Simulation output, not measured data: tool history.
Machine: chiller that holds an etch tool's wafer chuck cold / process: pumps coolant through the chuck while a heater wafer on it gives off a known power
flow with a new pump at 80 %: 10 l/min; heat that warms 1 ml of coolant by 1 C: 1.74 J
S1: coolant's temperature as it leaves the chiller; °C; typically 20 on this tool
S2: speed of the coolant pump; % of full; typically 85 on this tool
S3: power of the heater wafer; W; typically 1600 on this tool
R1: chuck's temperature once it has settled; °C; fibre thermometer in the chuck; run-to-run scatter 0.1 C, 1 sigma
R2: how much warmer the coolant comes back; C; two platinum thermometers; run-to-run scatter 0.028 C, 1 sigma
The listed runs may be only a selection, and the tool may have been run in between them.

run	day	S1	S2	S3	R1	R2
1	0.000	20	85	1600	31.9	5.20
2	6.338	20	85	1600	32.0	5.18
3	10.083	20	85	1600	32.2	5.22
4	15.175	20	85	1600	32.2	5.20
5	18.304	20	85	1600	32.2	5.28
6	22.854	20	85	1600	32.1	5.21
7	27.333	20	85	1600	32.3	5.21
8	30.204	15	85	1600	27.3	5.22
9	37.279	22	85	1600	34.2	5.24
10	41.404	20	98	1600	31.3	4.51
11	44.862	14	85	1419	25.0	4.66
12	49.675	23	76	1051	32.0	3.83
13	53.875	23	76	1051	32.0	3.85
14	58.592	24	62	1275	36.6	5.76
15	64.288	18	67	1600	32.8	6.72

Consider 5 possible next runs. They are alternatives, not a sequence: every one starts from the tool as it was left by run 15. What does each give?
A	70.712	11	70	2017	?	?
B	70.712	21	73	1183	?	?
C	70.712	26	67	2154	?	?
D	70.712	16	85	1130	?	?
E	70.712	20	85	1048	?	?

run	R1	R2
A	29.2	8.07
B	31.4	4.53
C	46.1	9.09
D	24.9	3.72
E	28.6	3.48
What these runs would have given with no unlogged condition in the tool:
run	R1	R2
A	27.2	7.90
B	30.2	4.44
C	44.0	8.90
D	23.8	3.64
E	27.6	3.41
